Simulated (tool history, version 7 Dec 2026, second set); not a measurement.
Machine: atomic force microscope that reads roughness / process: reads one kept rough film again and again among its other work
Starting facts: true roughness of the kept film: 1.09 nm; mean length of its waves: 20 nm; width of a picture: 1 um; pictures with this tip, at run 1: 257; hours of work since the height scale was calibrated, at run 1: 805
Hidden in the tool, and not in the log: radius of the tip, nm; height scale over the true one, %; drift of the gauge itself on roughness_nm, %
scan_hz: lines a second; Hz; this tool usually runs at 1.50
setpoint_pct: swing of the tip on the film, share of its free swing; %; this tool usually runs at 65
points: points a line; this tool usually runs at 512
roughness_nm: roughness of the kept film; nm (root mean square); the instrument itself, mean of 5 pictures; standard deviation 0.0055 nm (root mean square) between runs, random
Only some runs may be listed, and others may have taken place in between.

| run | day | scan_hz | setpoint_pct | points | pictures with this tip | hours of work since the height scale was calibrated | roughness_nm |
|---|---|---|---|---|---|---|---|
| 1 | 0.000 | 1.50 | 65 | 512 | 257 | 805 | 0.828 |
|  | 1.138 | new tip fitted |
| 2 | 1.246 | 1.05 | 65 | 512 | 4 | 824 | 0.976 |
| 3 | 2.112 | 1.50 | 65 | 509 | 34 | 838 | 0.936 |
| 4 | 2.850 | 1.50 | 74 | 509 | 60 | 850 | 0.883 |
| 5 | 4.121 | 1.50 | 86 | 509 | 104 | 870 | 0.810 |
| 6 | 5.508 | 1.50 | 65 | 957 | 153 | 892 | 0.867 |
| 7 | 6.792 | 0.89 | 65 | 957 | 198 | 912 | 0.871 |
| 8 | 7.583 | 0.89 | 65 | 957 | 225 | 925 | 0.847 |
| 9 | 9.112 | 1.50 | 65 | 512 | 279 | 949 | 0.795 |
|  | 9.642 | new tip fitted |
| 10 | 10.725 | 1.24 | 65 | 512 | 37 | 974 | 0.935 |
| 11 | 11.854 | 1.24 | 65 | 512 | 77 | 992 | 0.909 |
| 12 | 12.908 | 1.50 | 65 | 512 | 114 | 1009 | 0.883 |
| 13 | 14.346 | 1.50 | 57 | 512 | 164 | 1032 | 0.873 |
| 14 | 15.404 | 1.50 | 57 | 512 | 201 | 1049 | 0.858 |
| 15 | 16.808 | 1.50 | 57 | 512 | 250 | 1071 | 0.838 |
|  | 18.196 | new tip fitted |
| 16 | 18.196 | 1.50 | 65 | 512 | 0 | 1092 | 0.957 |
| 17 | 19.888 | 2.82 | 65 | 512 | 59 | 1119 | 0.882 |
| 18 | 21.533 | 2.82 | 64 | 512 | 116 | 1145 | 0.845 |
| 19 | 22.812 | 1.50 | 65 | 512 | 161 | 1166 | 0.856 |
| 20 | 24.088 | 1.50 | 65 | 512 | 205 | 1186 | 0.845 |
| 21 | 25.088 | 1.50 | 65 | 512 | 240 | 1202 | 0.833 |
| 22 | 26.671 | 1.50 | 65 | 273 | 295 | 1227 | 0.786 |
|  | 26.829 | new tip fitted |
| 23 | 27.721 | 1.50 | 65 | 560 | 32 | 1243 | 0.945 |
| 24 | 28.846 | 1.50 | 65 | 560 | 71 | 1261 | 0.910 |
| 25 | 29.688 | 1.20 | 85 | 330 | 100 | 1274 | 0.829 |
| 26 | 31.388 | 1.50 | 65 | 272 | 160 | 1301 | 0.856 |
| 27 | 32.183 | 1.50 | 65 | 272 | 187 | 1314 | 0.836 |
| 28 | 33.154 | 0.52 | 65 | 671 | 221 | 1329 | 0.866 |
|  | 33.354 | height scale calibrated on a step standard |
| 29 | 34.954 | 1.43 | 82 | 969 | 283 | 25 | 0.759 |
|  | 35.379 | new tip fitted |
| 30 | 36.575 | 1.43 | 82 | 969 | 41 | 51 | 0.868 |
| 31 | 37.496 | 1.13 | 57 | 282 | 74 | 65 | 0.921 |
| 32 | 38.508 | 0.55 | 62 | 779 | 109 | 81 | 0.936 |
| 33 | 39.862 | 0.55 | 62 | 779 | 156 | 103 | 0.909 |
| 34 | 40.812 | 1.50 | 88 | 512 | 190 | 118 | 0.759 |
| 35 | 42.233 | 1.50 | 88 | 512 | 239 | 140 | 0.744 |
|  | 43.617 | height scale calibrated on a step standard, once more |
| 36 | 43.667 | 1.50 | 88 | 512 | 288 | 1 | 0.703 |
|  | 44.004 | new tip fitted |
| 37 | 44.779 | 1.50 | 62 | 512 | 27 | 18 | 0.938 |
| 38 | 46.021 | 3.57 | 66 | 348 | 70 | 38 | 0.826 |
| 39 | 47.758 | 1.07 | 62 | 739 | 131 | 65 | 0.898 |
| 40 | 48.921 | 1.07 | 62 | 739 | 172 | 84 | 0.877 |
| 41 | 50.583 | 1.07 | 87 | 365 | 230 | 110 | 0.774 |
| 42 | 51.950 | 1.07 | 87 | 365 | 277 | 132 | 0.749 |
|  | 52.517 | new tip fitted |
| 43 | 52.738 | 0.70 | 72 | 495 | 8 | 144 | 0.959 |
| 44 | 53.925 | 0.70 | 72 | 495 | 50 | 163 | 0.926 |
| 45 | 55.238 | 1.04 | 65 | 407 | 95 | 184 | 0.908 |
| 46 | 56.896 | 0.98 | 65 | 407 | 153 | 210 | 0.877 |

Take each entry between the runs: how does the hidden state at the last listed run before it differ from the hidden state at the first listed run after it?
From run 1 to run 2: new tip fitted (day 1.138)
  radius of the tip, nm: 23 -> 7.5; height scale over the true one, %: 0.58 -> 0.59
  difference, measured minus the result without the unlogged condition, roughness_nm: -0.126 -> +0.001 nm (root mean square)
From run 9 to run 10: new tip fitted (day 9.642)
  radius of the tip, nm: 26 -> 9.9; height scale over the true one, %: 0.7 -> 0.72
  difference, measured minus the result without the unlogged condition, roughness_nm: -0.146 -> -0.021 nm (root mean square)
From run 15 to run 16: new tip fitted (day 18.196)
  radius of the tip, nm: 24 -> 7.4; height scale over the true one, %: 0.8 -> 0.82
  difference, measured minus the result without the unlogged condition, roughness_nm: -0.135 -> +0.003 nm (root mean square)
From run 22 to run 23: new tip fitted (day 26.829)
  radius of the tip, nm: 26.7 -> 9.2; height scale over the true one, %: 0.93 -> 0.95
  difference, measured minus the result without the unlogged condition, roughness_nm: -0.147 -> -0.011 nm (root mean square)
From run 28 to run 29: height scale calibrated on a step standard (day 33.354)
  radius of the tip, nm: 21 -> 24.8; height scale over the true one, %: 1.02 -> 1.38
  difference, measured minus the result without the unlogged condition, roughness_nm: -0.113 -> -0.123 nm (root mean square)
From run 29 to run 30: new tip fitted (day 35.379)
  radius of the tip, nm: 24.8 -> 10.2; height scale over the true one, %: 1.38 -> 1.4
  difference, measured minus the result without the unlogged condition, roughness_nm: -0.123 -> -0.016 nm (root mean square)
From run 35 to run 36: height scale calibrated on a step standard, once more (day 43.617)
  radius of the tip, nm: 23.2 -> 26.3; height scale over the true one, %: 1.48 -> 0.1
  difference, measured minus the result without the unlogged condition, roughness_nm: -0.107 -> -0.135 nm (root mean square)
From run 36 to run 37: new tip fitted (day 44.004)
  radius of the tip, nm: 26.3 -> 8.8; height scale over the true one, %: 0.1 -> 0.12
  difference, measured minus the result without the unlogged condition, roughness_nm: -0.135 -> -0.016 nm (root mean square)
From run 42 to run 43: new tip fitted (day 52.517)
  radius of the tip, nm: 24.9 -> 7.6; height scale over the true one, %: 0.21 -> 0.22
  difference, measured minus the result without the unlogged condition, roughness_nm: -0.132 -> -0.004 nm (root mean square)
